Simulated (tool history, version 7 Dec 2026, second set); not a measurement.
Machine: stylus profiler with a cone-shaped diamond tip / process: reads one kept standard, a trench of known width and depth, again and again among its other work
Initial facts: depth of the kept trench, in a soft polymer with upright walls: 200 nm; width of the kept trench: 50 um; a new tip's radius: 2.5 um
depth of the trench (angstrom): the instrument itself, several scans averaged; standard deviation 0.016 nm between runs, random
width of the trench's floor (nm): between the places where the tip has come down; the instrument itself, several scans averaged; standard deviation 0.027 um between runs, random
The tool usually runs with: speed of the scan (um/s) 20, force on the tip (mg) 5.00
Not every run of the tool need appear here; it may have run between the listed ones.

| run | hour | speed of the scan (um/s) | force on the tip (mg) | depth of the trench (angstrom) | width of the trench's floor (nm) |
|---|---|---|---|---|---|
| 1 | 0.0 | 20 | 5.00 | 2039.6 | 47820 |
| 2 | 18.5 | 20 | 5.00 | 2039.7 | 47830 |
| 3 | 29.5 | 20 | 4.63 | 2037.7 | 47800 |
| 4 | 42.7 | 20 | 4.63 | 2037.0 | 47780 |
| 5 | 52.3 | 55 | 5.00 | 2039.2 | 47650 |
| 6 | 65.2 | 49 | 5.00 | 2039.6 | 47720 |
| 7 | 84.9 | 49 | 5.00 | 2039.6 | 47680 |
| 8 | 106.2 | 49 | 5.00 | 2039.4 | 47700 |
| 9 | 127.1 | 49 | 5.00 | 2039.4 | 47660 |
| 10 | 146.2 | 49 | 5.00 | 2039.1 | 47680 |
| 11 | 156.8 | 20 | 5.00 | 2039.5 | 47770 |
| 12 | 172.4 | 20 | 8.69 | 2057.8 | 47790 |
| 13 | 185.0 | 20 | 8.69 | 2057.7 | 47830 |
| 14 | 198.9 | 20 | 5.00 | 2039.2 | 47810 |
| 15 | 210.2 | 20 | 5.00 | 2039.3 | 47720 |
| 16 | 224.3 | 20 | 5.00 | 2039.1 | 47790 |
| 17 | 236.9 | 5 | 5.00 | 2039.1 | 47840 |
| 18 | 259.1 | 5 | 5.00 | 2038.9 | 47820 |
| 19 | 273.6 | 6 | 5.00 | 2038.8 | 47850 |
| 20 | 287.8 | 63 | 3.68 | 2031.2 | 47560 |
| 21 | 307.6 | 9 | 7.00 | 2049.1 | 47870 |
| 22 | 324.8 | 49 | 11.75 | 2071.0 | 47730 |
| 23 | 337.4 | 12 | 2.61 | 2024.0 | 47830 |
| 24 | 360.0 | 13 | 4.01 | 2032.3 | 47870 |
| 25 | 375.0 | 5 | 5.00 | 2037.9 | 47790 |
| 26 | 392.2 | 34 | 3.69 | 2030.4 | 47670 |
| 27 | 402.9 | 18 | 2.85 | 2024.8 | 47790 |
| 28 | 424.1 | 67 | 3.88 | 2031.3 | 47580 |
| 29 | 436.1 | 10 | 12.47 | 2072.4 | 47840 |
| 30 | 450.7 | 10 | 12.47 | 2072.8 | 47840 |
| 31 | 467.3 | 66 | 5.90 | 2042.2 | 47610 |
| 32 | 478.9 | 45 | 6.87 | 2051.1 | 47670 |
| 33 | 495.1 | 41 | 9.04 | 2061.7 | 47690 |
| 34 | 508.4 | 6 | 9.04 | 2061.3 | 47810 |
| 35 | 525.3 | 12 | 2.09 | 2022.9 | 47750 |
| 36 | 538.2 | 50 | 4.17 | 2036.5 | 47610 |
| 37 | 554.1 | 20 | 4.17 | 2036.4 | 47720 |
| 38 | 569.0 | 52 | 10.07 | 2065.7 | 47710 |

Between the runs listed above, the log contained 2 entries, not reproduced here. Where in the sequence does each belong, and how does what the log doesn't record of the tool's condition differ from the listed run before to the listed run after?
In the gap between runs 23 and 24: height scale calibrated on a step standard (hour 338.9)
  radius of the tip, um: 2.95 -> 2.96; height scale over the true one, %: -0.132 -> -0.175
  difference, measured minus the result without the unlogged condition, depth of the trench (angstrom): -2.7 -> -3.5; width of the trench's floor (nm): -180 -> -180
In the gap between runs 31 and 32: height scale calibrated on a step standard, once more (hour 472.3)
  radius of the tip, um: 3 -> 3.01; height scale over the true one, %: -0.188 -> -0.015
  difference, measured minus the result without the unlogged condition, depth of the trench (angstrom): -3.8 -> -0.3; width of the trench's floor (nm): -190 -> -190
